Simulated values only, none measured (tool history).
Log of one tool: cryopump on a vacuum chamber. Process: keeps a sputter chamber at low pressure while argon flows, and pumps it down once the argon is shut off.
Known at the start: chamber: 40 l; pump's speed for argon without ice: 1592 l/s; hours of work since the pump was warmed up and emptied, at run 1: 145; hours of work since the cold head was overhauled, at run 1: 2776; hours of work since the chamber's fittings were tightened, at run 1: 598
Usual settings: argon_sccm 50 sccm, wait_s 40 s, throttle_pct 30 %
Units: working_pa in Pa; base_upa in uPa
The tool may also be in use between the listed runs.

| run | hour | argon_sccm | wait_s | throttle_pct | hours of work since the pump was warmed up and emptied | hours of work since the cold head was overhauled | hours of work since the chamber's fittings were tightened | working_pa | base_upa |
|---|---|---|---|---|---|---|---|---|---|
| 1 | 0 | 50 | 40 | 30 | 145 | 2776 | 598 | 0.1799 | 2.46 |
| 2 | 43.6 | 50 | 40 | 30 | 183 | 2814 | 637 | 0.1813 | 2.4 |
| 3 | 110.1 | 50 | 40 | 30 | 242 | 2873 | 695 | 0.1829 | 2.47 |
| 4 | 178.2 | 50 | 40 | 30 | 302 | 2933 | 755 | 0.1842 | 2.59 |
| 5 | 214.9 | 72 | 40 | 30 | 334 | 2965 | 787 | 0.2655 | 2.59 |
|  | 285.2 | pump warmed up, emptied and cooled again |
| 6 | 303 | 33 | 40 | 30 | 16 | 3038 | 861 | 0.1178 | 2.55 |
| 7 | 350.7 | 33 | 40 | 30 | 58 | 3080 | 902 | 0.1176 | 2.65 |
| 8 | 411.2 | 33 | 110 | 30 | 111 | 3133 | 956 | 0.1193 | 1.57 |
| 9 | 482.7 | 33 | 110 | 21 | 174 | 3196 | 1019 | 0.1698 | 1.69 |
| 10 | 546.4 | 95 | 163 | 25 | 230 | 3253 | 1075 | 0.4147 | 1.6 |
| 11 | 612.2 | 50 | 44 | 21 | 288 | 3310 | 1133 | 0.2593 | 2.8 |
| 12 | 686.3 | 20 | 91 | 22 | 353 | 3376 | 1198 | 0.0992 | 2.01 |
|  | 733.3 | pump warmed up, emptied and cooled again |
| 13 | 761.3 | 21 | 158 | 33 | 25 | 3437 | 1259 | 0.0687 | 1.65 |
| 14 | 838.5 | 22 | 40 | 23 | 93 | 3505 | 1327 | 0.1027 | 3.04 |
| 15 | 906.8 | 24 | 40 | 44 | 153 | 3565 | 1387 | 0.0606 | 3.11 |

Forecast each of these 5 alternatives for the next run:
| A | 949.4 | 24 | 145 | 44 | 190 | 3603 | 1425 | ? | ? |
| B | 949.4 | 50 | 270 | 33 | 190 | 3603 | 1425 | ? | ? |
| C | 949.4 | 50 | 21 | 43 | 190 | 3603 | 1425 | ? | ? |
| D | 949.4 | 24 | 33 | 44 | 190 | 3603 | 1425 | ? | ? |
| E | 949.4 | 50 | 265 | 53 | 190 | 3603 | 1425 | ? | ? |

| run | working_pa | base_upa |
|---|---|---|
| A | 0.0603 | 1.91 |
| B | 0.1658 | 1.8 |
| C | 0.1294 | 4.7 |
| D | 0.0604 | 3.45 |
| E | 0.1053 | 1.78 |
Without the tool's hidden state the same runs would have given:
| run | working_pa | base_upa |
|---|---|---|
| A | 0.0576 | 0.62 |
| B | 0.1601 | 0.47 |
| C | 0.1238 | 3.4 |
| D | 0.0576 | 2.17 |
| E | 0.0997 | 0.46 |

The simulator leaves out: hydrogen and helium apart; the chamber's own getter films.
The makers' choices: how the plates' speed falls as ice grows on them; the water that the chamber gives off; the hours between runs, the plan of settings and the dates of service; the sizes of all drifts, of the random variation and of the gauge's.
